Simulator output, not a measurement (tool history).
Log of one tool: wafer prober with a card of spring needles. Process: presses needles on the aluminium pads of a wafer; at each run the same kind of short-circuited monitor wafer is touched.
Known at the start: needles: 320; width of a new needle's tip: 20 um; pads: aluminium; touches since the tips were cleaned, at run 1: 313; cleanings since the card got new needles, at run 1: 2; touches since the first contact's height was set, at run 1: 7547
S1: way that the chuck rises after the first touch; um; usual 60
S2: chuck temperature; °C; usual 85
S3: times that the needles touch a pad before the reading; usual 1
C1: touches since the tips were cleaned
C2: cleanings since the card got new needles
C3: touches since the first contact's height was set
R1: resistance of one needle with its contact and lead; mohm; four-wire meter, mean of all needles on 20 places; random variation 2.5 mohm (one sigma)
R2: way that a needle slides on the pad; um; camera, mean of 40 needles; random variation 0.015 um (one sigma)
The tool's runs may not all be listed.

| run | hour | S1 | S2 | S3 | C1 | C2 | C3 | R1 | R2 |
|---|---|---|---|---|---|---|---|---|---|
| 1 | 0.0 | 60 | 85 | 1 | 313 | 2 | 7547 | 286 | 11.15 |
|  | 11.1 | tips cleaned on abrasive film |
| 2 | 20.9 | 60 | 85 | 1 | 3451 | 3 | 14870 | 286 | 11.13 |
|  | 23.6 | tips cleaned on abrasive film |
|  | 34.0 | tips cleaned on abrasive film |
| 3 | 42.9 | 60 | 85 | 1 | 3096 | 5 | 22496 | 284 | 11.13 |
|  | 44.7 | tips cleaned on abrasive film |
|  | 55.1 | tips cleaned on abrasive film |
| 4 | 61.6 | 60 | 26 | 1 | 2264 | 7 | 28995 | 270 | 11.08 |
|  | 68.0 | tips cleaned on abrasive film |
|  | 79.4 | tips cleaned on abrasive film |
| 5 | 80.2 | 60 | 26 | 2 | 279 | 9 | 35469 | 264 | 11.09 |
|  | 91.7 | tips cleaned on abrasive film |
|  | 102.5 | tips cleaned on abrasive film |
| 6 | 109.6 | 60 | 85 | 1 | 2496 | 11 | 45723 | 282 | 11.07 |
|  | 113.8 | tips cleaned on abrasive film |
|  | 125.3 | tips cleaned on abrasive film |
|  | 137.2 | tips cleaned on abrasive film |
| 7 | 137.2 | 60 | 85 | 1 | 0 | 14 | 55314 | 283 | 11.07 |
|  | 147.7 | tips cleaned on abrasive film |
| 8 | 151.7 | 60 | 85 | 1 | 1394 | 15 | 60376 | 289 | 11.08 |
|  | 159.2 | tips cleaned on abrasive film |
|  | 172.0 | tips cleaned on abrasive film |
| 9 | 172.8 | 60 | 85 | 2 | 274 | 17 | 67698 | 287 | 11.06 |
|  | 178.0 | height of the first contact set anew |
|  | 182.7 | tips cleaned on abrasive film |
|  | 193.8 | tips cleaned on abrasive film |
|  | 205.7 | tips cleaned on abrasive film |
| 10 | 206.3 | 60 | 85 | 2 | 208 | 20 | 9835 | 287 | 11.05 |
|  | 217.7 | tips cleaned on abrasive film |
| 11 | 224.9 | 60 | 85 | 1 | 2496 | 21 | 16305 | 287 | 11.05 |
|  | 228.7 | tips cleaned on abrasive film |
|  | 239.9 | tips cleaned on abrasive film |
|  | 251.2 | tips cleaned on abrasive film |
| 12 | 257.2 | 78 | 85 | 1 | 2088 | 24 | 27544 | 280 | 14.34 |
|  | 261.8 | tips cleaned on abrasive film |
|  | 272.4 | tips cleaned on abrasive film |
| 13 | 272.4 | 60 | 43 | 3 | 0 | 26 | 32813 | 278 | 11.02 |
|  | 282.8 | tips cleaned on abrasive film |
|  | 294.0 | tips cleaned on abrasive film |
| 14 | 297.1 | 77 | 111 | 1 | 1057 | 28 | 41418 | 290 | 14.12 |
|  | 305.2 | tips cleaned on abrasive film |
|  | 317.1 | tips cleaned on abrasive film |
|  | 327.6 | tips cleaned on abrasive film |
| 15 | 327.6 | 77 | 111 | 1 | 0 | 31 | 52040 | 293 | 14.13 |
|  | 340.3 | tips cleaned on abrasive film |
| 16 | 350.2 | 52 | 85 | 3 | 3453 | 32 | 59933 | 289 | 9.54 |
|  | 352.4 | tips cleaned on abrasive film |
|  | 364.1 | tips cleaned on abrasive film |
|  | 376.4 | tips cleaned on abrasive film |
|  | 376.7 | height of the first contact set anew |
| 17 | 382.4 | 60 | 85 | 2 | 2006 | 35 | 2006 | 287 | 10.98 |
|  | 389.1 | tips cleaned on abrasive film |
| 18 | 396.3 | 60 | 85 | 2 | 2514 | 36 | 6833 | 286 | 11.00 |
|  | 401.0 | tips cleaned on abrasive film |
|  | 412.3 | tips cleaned on abrasive film |
| 19 | 420.2 | 60 | 42 | 1 | 2788 | 38 | 15171 | 271 | 10.97 |
|  | 423.6 | tips cleaned on abrasive film |
|  | 435.3 | tips cleaned on abrasive film |
|  | 446.2 | tips cleaned on abrasive film |
| 20 | 451.7 | 55 | 36 | 3 | 1937 | 41 | 26127 | 272 | 10.05 |
|  | 458.3 | tips cleaned on abrasive film |
| 21 | 468.1 | 60 | 125 | 1 | 3472 | 42 | 31870 | 302 | 10.97 |
|  | 470.2 | tips cleaned on abrasive film |
|  | 481.5 | tips cleaned on abrasive film |
| 22 | 483.2 | 60 | 29 | 1 | 608 | 44 | 37106 | 273 | 10.92 |

4 ways to go on from here, each from the tool as it stands after run 22. What would each give?
|  | 493.1 | tips cleaned on abrasive film |
| A | 500.6 | 54 | 42 | 2 | 2647 | 45 | 43177 | ? | ? |
|  | 493.1 | tips cleaned on abrasive film |
| B | 500.6 | 60 | 82 | 1 | 2647 | 45 | 43177 | ? | ? |
|  | 493.1 | tips cleaned on abrasive film |
| C | 500.6 | 60 | 29 | 1 | 2647 | 45 | 43177 | ? | ? |
|  | 493.1 | tips cleaned on abrasive film |
| D | 500.6 | 46 | 91 | 2 | 2647 | 45 | 43177 | ? | ? |

| run | R1 | R2 |
|---|---|---|
| A | 275 | 9.85 |
| B | 284 | 10.94 |
| C | 273 | 10.92 |
| D | 296 | 8.39 |
Without the tool's hidden state the same runs would have given:
| run | R1 | R2 |
|---|---|---|
| A | 275 | 10.02 |
| B | 284 | 11.13 |
| C | 273 | 11.11 |
| D | 295 | 8.53 |

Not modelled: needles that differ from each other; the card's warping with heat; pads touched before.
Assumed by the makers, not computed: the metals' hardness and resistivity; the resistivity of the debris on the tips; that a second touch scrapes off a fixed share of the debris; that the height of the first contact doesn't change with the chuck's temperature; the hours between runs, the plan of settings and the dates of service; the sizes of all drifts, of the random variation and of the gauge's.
